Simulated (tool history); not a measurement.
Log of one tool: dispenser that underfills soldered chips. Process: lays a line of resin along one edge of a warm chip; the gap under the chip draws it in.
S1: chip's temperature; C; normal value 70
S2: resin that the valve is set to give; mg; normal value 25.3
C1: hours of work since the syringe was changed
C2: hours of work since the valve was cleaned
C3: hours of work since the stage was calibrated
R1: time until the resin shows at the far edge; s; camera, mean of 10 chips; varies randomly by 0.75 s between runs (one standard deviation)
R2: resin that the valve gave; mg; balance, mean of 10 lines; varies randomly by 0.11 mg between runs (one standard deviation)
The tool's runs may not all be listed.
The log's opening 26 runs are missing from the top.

run 27 day=4.2 | S1=63 S2=30.3 | C1=3 C2=40 C3=136 | R1=114.8 R2=29.77
run 28 day=4.296 | S1=69 S2=29.9 | C1=5 C2=42 C3=137 | R1=97.9 R2=29.44
-- day=4.342 new syringe of resin
run 29 day=4.421 | S1=69 S2=29.9 | C1=1 C2=43 C3=139 | R1=74.3 R2=29.54
run 30 day=4.525 | S1=69 S2=29.9 | C1=3 C2=45 C3=141 | R1=85.5 R2=29.52
run 31 day=4.638 | S1=63 S2=21.5 | C1=5 C2=47 C3=142 | R1=135.5 R2=21.33
-- day=4.688 new syringe of resin
run 32 day=4.758 | S1=61 S2=24.7 | C1=1 C2=49 C3=144 | R1=110.1 R2=24.33
run 33 day=4.954 | S1=61 S2=24.7 | C1=4 C2=52 C3=147 | R1=139.9 R2=24.26
-- day=5.042 new syringe of resin
run 34 day=5.071 | S1=78 S2=32.2 | C1=0 C2=53 C3=149 | R1=47.3 R2=31.68
run 35 day=5.208 | S1=64 S2=25.3 | C1=3 C2=55 C3=151 | R1=108.2 R2=24.86

5 options for the next run, each taken on its own from the tool as it stands now. Forecast them:
-- day=5.379 new syringe of resin
run A day=5.379 | S1=59 S2=23.3 | C1=0 C2=58 C3=154 | R1=? R2=?
-- day=5.379 new syringe of resin
run B day=5.379 | S1=76 S2=24.7 | C1=0 C2=58 C3=154 | R1=? R2=?
-- day=5.379 new syringe of resin
run C day=5.379 | S1=62 S2=25.3 | C1=0 C2=58 C3=154 | R1=? R2=?
-- day=5.379 new syringe of resin
run D day=5.379 | S1=58 S2=25.3 | C1=0 C2=58 C3=154 | R1=? R2=?
-- day=5.379 new syringe of resin
run E day=5.379 | S1=65 S2=28.6 | C1=0 C2=58 C3=154 | R1=? R2=?

run=A R1=111.4 R2=22.91
run=B R1=52.2 R2=24.31
run=C R1=95.4 R2=24.63
run=D R1=117.7 R2=24.88
run=E R1=84.9 R2=27.92
Without the tool's unlogged condition, the same runs would have read:
run=A R1=114.7 R2=23.38
run=B R1=53.5 R2=24.8
run=C R1=98.2 R2=25.14
run=D R1=121.4 R2=25.39
run=E R1=87.5 R2=28.49
